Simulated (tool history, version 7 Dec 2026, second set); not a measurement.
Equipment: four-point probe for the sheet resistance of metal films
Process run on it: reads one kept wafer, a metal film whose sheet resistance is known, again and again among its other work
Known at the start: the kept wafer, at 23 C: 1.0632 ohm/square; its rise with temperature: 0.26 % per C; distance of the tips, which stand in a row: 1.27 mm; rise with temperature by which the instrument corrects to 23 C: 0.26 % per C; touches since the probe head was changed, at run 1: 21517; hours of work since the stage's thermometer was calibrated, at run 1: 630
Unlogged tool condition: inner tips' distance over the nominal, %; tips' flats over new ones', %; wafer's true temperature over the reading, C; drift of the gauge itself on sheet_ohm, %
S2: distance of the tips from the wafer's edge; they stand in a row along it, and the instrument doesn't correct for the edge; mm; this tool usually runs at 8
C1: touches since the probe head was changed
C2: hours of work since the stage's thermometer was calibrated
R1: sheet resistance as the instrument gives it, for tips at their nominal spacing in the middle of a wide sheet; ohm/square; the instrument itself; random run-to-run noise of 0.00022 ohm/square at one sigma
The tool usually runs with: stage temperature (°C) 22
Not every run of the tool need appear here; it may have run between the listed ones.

Run 1, hour 0.0: usual settings; C1 21517; C2 630. Result: R1 1.077495 ohm/square.
Run 2, hour 23.3: usual settings; C1 22752; C2 645. Result: R1 1.077563 ohm/square.
Run 3, hour 35.5: usual settings; C1 23399; C2 652. Result: R1 1.077631 ohm/square.
Run 4, hour 61.0: usual settings but stage temperature (°C) 29; C1 24755; C2 669. Result: R1 1.078012 ohm/square.
Run 5, hour 73.8: usual settings but stage temperature (°C) 29; C1 25437; C2 677. Result: R1 1.077883 ohm/square.
Run 6, hour 86.5: usual settings but stage temperature (°C) 29; C1 26111; C2 685. Result: R1 1.077799 ohm/square.
Run 7, hour 98.1: usual settings but stage temperature (°C) 29; C1 26723; C2 692. Result: R1 1.078054 ohm/square.
Run 8, hour 120.5: usual settings but S2 16 mm; C1 27916; C2 707. Result: R1 1.066751 ohm/square.
Run 9, hour 140.4: usual settings but stage temperature (°C) 20, S2 6 mm; C1 28968; C2 720. Result: R1 1.087879 ohm/square.
Run 10, hour 158.6: usual settings but stage temperature (°C) 31, S2 6 mm; C1 29934; C2 731. Result: R1 1.088636 ohm/square.
Run 11, hour 174.8: usual settings but stage temperature (°C) 31, S2 49 mm; C1 30799; C2 742. Result: R1 1.063792 ohm/square.
Run 12, hour 198.5: usual settings but stage temperature (°C) 31, S2 49 mm; C1 32055; C2 757. Result: R1 1.063683 ohm/square.
Run 13, hour 224.2: usual settings but stage temperature (°C) 32, S2 25 mm; C1 33420; C2 773. Result: R1 1.065288 ohm/square.
Run 14, hour 240.6: usual settings but stage temperature (°C) 23, S2 43 mm; C1 34287; C2 784. Result: R1 1.063740 ohm/square.

Here are 4 independent what-if runs from the current tool condition. What would each one return?
Run A, hour 266.9: usual settings but stage temperature (°C) 20, S2 55 mm; C1 35688; C2 801. Result: R1 ?.
Run B, hour 266.9: usual settings but stage temperature (°C) 20; C1 35688; C2 801. Result: R1 ?.
Run C, hour 266.9: usual settings but stage temperature (°C) 21, S2 47 mm; C1 35688; C2 801. Result: R1 ?.
Run D, hour 266.9: usual settings but stage temperature (°C) 25, S2 22 mm; C1 35688; C2 801. Result: R1 ?.

run        R1
  A  1.063173
  B  1.077535
  C  1.063375
  D  1.065287
Without the tool's unlogged condition, the same runs would have read:
run        R1
  A  1.063181
  B  1.077542
  C  1.063382
  D  1.065294
